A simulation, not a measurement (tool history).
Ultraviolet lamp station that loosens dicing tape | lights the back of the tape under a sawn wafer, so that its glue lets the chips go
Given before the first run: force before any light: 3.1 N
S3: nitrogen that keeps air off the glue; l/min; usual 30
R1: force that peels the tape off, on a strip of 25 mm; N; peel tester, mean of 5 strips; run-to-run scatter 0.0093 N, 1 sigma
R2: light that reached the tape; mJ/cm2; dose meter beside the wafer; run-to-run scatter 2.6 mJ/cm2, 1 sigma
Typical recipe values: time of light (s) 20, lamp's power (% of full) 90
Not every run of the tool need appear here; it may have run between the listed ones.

run 1 day=0 | time_of_light_(s)=20 lamp's_power_(%_of_full)=90 S3=30 | R1=0.544 R2=256
run 2 day=1.329 | time_of_light_(s)=20 lamp's_power_(%_of_full)=74 S3=30 | R1=0.682 R2=211
run 3 day=2.917 | time_of_light_(s)=20 lamp's_power_(%_of_full)=74 S3=30 | R1=0.711 R2=203
run 4 day=4.533 | time_of_light_(s)=20 lamp's_power_(%_of_full)=74 S3=30 | R1=0.712 R2=203
run 5 day=6.133 | time_of_light_(s)=20 lamp's_power_(%_of_full)=74 S3=30 | R1=0.737 R2=202
run 6 day=7.725 | time_of_light_(s)=20 lamp's_power_(%_of_full)=74 S3=30 | R1=0.765 R2=202
run 7 day=9.688 | time_of_light_(s)=20 lamp's_power_(%_of_full)=90 S3=30 | R1=0.608 R2=238
run 8 day=11.921 | time_of_light_(s)=20 lamp's_power_(%_of_full)=90 S3=30 | R1=0.604 R2=231
run 9 day=13.012 | time_of_light_(s)=20 lamp's_power_(%_of_full)=90 S3=30 | R1=0.615 R2=234
run 10 day=14.471 | time_of_light_(s)=20 lamp's_power_(%_of_full)=98 S3=30 | R1=0.554 R2=249
run 11 day=15.992 | time_of_light_(s)=20 lamp's_power_(%_of_full)=90 S3=9 | R1=1.112 R2=226
-- day=16.696 window cleaned of glue's vapour
run 12 day=17.571 | time_of_light_(s)=20 lamp's_power_(%_of_full)=90 S3=17 | R1=0.705 R2=268
run 13 day=19.558 | time_of_light_(s)=20 lamp's_power_(%_of_full)=90 S3=22 | R1=0.619 R2=268
run 14 day=21.429 | time_of_light_(s)=20 lamp's_power_(%_of_full)=90 S3=22 | R1=0.645 R2=261
run 15 day=23.121 | time_of_light_(s)=17 lamp's_power_(%_of_full)=90 S3=30 | R1=0.659 R2=218
run 16 day=25.283 | time_of_light_(s)=17 lamp's_power_(%_of_full)=90 S3=30 | R1=0.677 R2=213
run 17 day=27.042 | time_of_light_(s)=20 lamp's_power_(%_of_full)=90 S3=30 | R1=0.563 R2=251
run 18 day=28.479 | time_of_light_(s)=20 lamp's_power_(%_of_full)=100 S3=30 | R1=0.491 R2=274
run 19 day=30.417 | time_of_light_(s)=20 lamp's_power_(%_of_full)=90 S3=12 | R1=0.949 R2=243
run 20 day=32.454 | time_of_light_(s)=20 lamp's_power_(%_of_full)=90 S3=24 | R1=0.693 R2=239
run 21 day=33.667 | time_of_light_(s)=20 lamp's_power_(%_of_full)=67 S3=16 | R1=1.161 R2=175
run 22 day=35.067 | time_of_light_(s)=20 lamp's_power_(%_of_full)=90 S3=9 | R1=1.101 R2=234
run 23 day=37.067 | time_of_light_(s)=20 lamp's_power_(%_of_full)=90 S3=30 | R1=0.631 R2=228
run 24 day=38.233 | time_of_light_(s)=10 lamp's_power_(%_of_full)=85 S3=47 | R1=1.143 R2=107
-- day=38.675 lamp changed
run 25 day=39.496 | time_of_light_(s)=10 lamp's_power_(%_of_full)=90 S3=23 | R1=1.141 R2=150
run 26 day=41.65 | time_of_light_(s)=20 lamp's_power_(%_of_full)=92 S3=27 | R1=0.474 R2=294
run 27 day=43.821 | time_of_light_(s)=20 lamp's_power_(%_of_full)=75 S3=27 | R1=0.62 R2=235
run 28 day=44.858 | time_of_light_(s)=20 lamp's_power_(%_of_full)=75 S3=27 | R1=0.64 R2=233
run 29 day=46.704 | time_of_light_(s)=17 lamp's_power_(%_of_full)=87 S3=13 | R1=0.936 R2=226
run 30 day=47.996 | time_of_light_(s)=32 lamp's_power_(%_of_full)=90 S3=24 | R1=0.316 R2=442
run 31 day=49.912 | time_of_light_(s)=40 lamp's_power_(%_of_full)=74 S3=52 | R1=0.257 R2=448
run 32 day=51.321 | time_of_light_(s)=40 lamp's_power_(%_of_full)=74 S3=52 | R1=0.256 R2=439
run 33 day=53.408 | time_of_light_(s)=17 lamp's_power_(%_of_full)=90 S3=49 | R1=0.524 R2=222
-- day=54.779 window cleaned of glue's vapour
run 34 day=55.725 | time_of_light_(s)=20 lamp's_power_(%_of_full)=79 S3=29 | R1=0.488 R2=276
run 35 day=57.917 | time_of_light_(s)=20 lamp's_power_(%_of_full)=74 S3=30 | R1=0.527 R2=258
run 36 day=59.55 | time_of_light_(s)=29 lamp's_power_(%_of_full)=81 S3=30 | R1=0.325 R2=400
run 37 day=61.121 | time_of_light_(s)=29 lamp's_power_(%_of_full)=81 S3=30 | R1=0.329 R2=393

Results per run with the tool's hidden condition removed, run-to-run variation unchanged:
The hidden state here: lamp's light, % of a new lamp's; light that the window lets through, % of a clean one's; drift of the gauge itself on peel_n, %; drift of the gauge itself on dose_mj_cm2, %.
run=1 R1=0.395 R2=330
run=2 R1=0.489 R2=275
run=3 R1=0.502 R2=269
run=4 R1=0.493 R2=272
run=5 R1=0.507 R2=273
run=6 R1=0.514 R2=277
run=7 R1=0.401 R2=333
run=8 R1=0.391 R2=329
run=9 R1=0.39 R2=336
run=10 R1=0.347 R2=362
run=11 R1=0.741 R2=333
run=12 R1=0.542 R2=332
run=13 R1=0.466 R2=335
run=14 R1=0.475 R2=333
run=15 R1=0.476 R2=281
run=16 R1=0.48 R2=280
run=17 R1=0.393 R2=334
run=18 R1=0.343 R2=370
run=19 R1=0.663 R2=333
run=20 R1=0.46 R2=333
run=21 R1=0.817 R2=246
run=22 R1=0.756 R2=333
run=23 R1=0.396 R2=330
run=24 R1=0.782 R2=157
run=25 R1=1.012 R2=170
run=26 R1=0.399 R2=339
run=27 R1=0.506 R2=276
run=28 R1=0.517 R2=275
run=29 R1=0.768 R2=271
run=30 R1=0.27 R2=535
run=31 R1=0.239 R2=551
run=32 R1=0.238 R2=547
run=33 R1=0.39 R2=282
run=34 R1=0.455 R2=293
run=35 R1=0.48 R2=277
run=36 R1=0.301 R2=435
run=37 R1=0.301 R2=432
